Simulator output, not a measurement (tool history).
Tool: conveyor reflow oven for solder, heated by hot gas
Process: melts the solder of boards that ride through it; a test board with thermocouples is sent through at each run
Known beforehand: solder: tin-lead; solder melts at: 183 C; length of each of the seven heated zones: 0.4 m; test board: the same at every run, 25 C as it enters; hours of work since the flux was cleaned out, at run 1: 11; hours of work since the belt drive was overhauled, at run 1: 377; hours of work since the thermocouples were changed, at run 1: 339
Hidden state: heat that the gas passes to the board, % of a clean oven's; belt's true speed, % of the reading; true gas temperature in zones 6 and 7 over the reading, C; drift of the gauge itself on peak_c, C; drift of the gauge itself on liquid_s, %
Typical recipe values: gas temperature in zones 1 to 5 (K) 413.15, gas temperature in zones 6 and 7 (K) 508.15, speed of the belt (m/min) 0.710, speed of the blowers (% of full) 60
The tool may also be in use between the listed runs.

run,hour,gas temperature in zones 1 to 5 (K),gas temperature in zones 6 and 7 (K),speed of the belt (m/min),speed of the blowers (% of full),hours of work since the flux was cleaned out,hours of work since the belt drive was overhauled,hours of work since the thermocouples were changed,highest temperature of the board (K),time above the solder's melting point (s)
1,0.0,413.15,508.15,0.710,60,11,377,339,488.85,50.3
2,16.0,413.15,508.15,0.710,60,18,384,346,489.45,50.5
3,24.6,413.15,508.15,0.759,60,22,388,350,487.05,45.2
4,41.9,413.15,508.15,0.759,60,30,395,358,486.95,45.0
5,55.6,413.15,508.15,0.759,60,36,402,364,487.05,45.0
6,70.6,413.15,508.15,0.710,60,43,408,370,489.55,50.7
7,84.4,413.15,508.15,0.710,60,49,414,377,489.25,50.3
8,105.5,413.15,508.15,0.710,60,58,424,386,488.75,50.2
9,115.1,413.15,508.15,0.710,60,63,428,390,489.05,50.0
10,134.1,413.15,508.15,0.710,60,71,437,399,488.75,50.0
11,149.2,413.15,503.15,0.710,60,78,443,405,484.45,46.7
12,169.7,413.15,503.15,0.710,60,87,453,415,484.65,46.7
13,179.7,413.15,503.15,0.710,60,92,457,419,484.45,46.9
14,193.7,413.15,503.15,0.710,60,98,463,425,484.65,46.6
15,203.9,413.15,503.15,0.710,60,102,468,430,484.55,46.7
16,219.3,413.15,503.15,0.710,60,109,475,437,484.95,46.6
17,229.9,418.15,519.15,0.710,60,114,479,441,498.65,58.3
18,246.5,418.15,519.15,0.710,60,121,487,449,498.75,58.4
19,261.1,418.15,519.15,0.710,60,128,493,455,498.95,58.5
20,271.6,413.15,506.15,0.653,60,133,498,460,489.95,56.0
21,284.9,420.15,518.15,0.653,60,138,504,466,501.35,65.6
22,294.3,420.15,518.15,0.619,60,143,508,470,502.65,69.9
23,315.0,421.15,508.15,0.710,60,152,517,479,490.15,53.6
# hour 338.3: flux residue cleaned out of gas plates and filters
24,339.8,421.15,508.15,0.710,60,1,526,488,490.95,54.2
25,357.4,400.15,503.15,0.712,60,9,534,496,482.45,40.7
26,374.7,401.15,497.15,0.620,64,16,542,504,482.65,49.4
27,394.8,401.15,508.15,0.620,85,25,551,513,496.55,61.2
28,410.2,424.15,499.15,0.766,88,32,558,520,486.55,49.9
29,422.1,424.15,499.15,0.766,88,37,563,525,487.15,49.6
30,436.8,403.15,508.15,0.657,60,44,569,532,489.85,51.9

Hidden state at the last listed run before each entry between runs and at the first one after, where it differs:
In the gap between runs 23 and 24: flux residue cleaned out of gas plates and filters (hour 338.3)
  heat that the gas passes to the board, % of a clean oven's: 97 -> 99.6; belt's true speed, % of the reading: 99.14 -> 99.12; true gas temperature in zones 6 and 7 over the reading, C: -0.52 -> -0.54
  the result without the hidden state subtracted from the measured one, highest temperature of the board (K): -0.80 -> -0.20
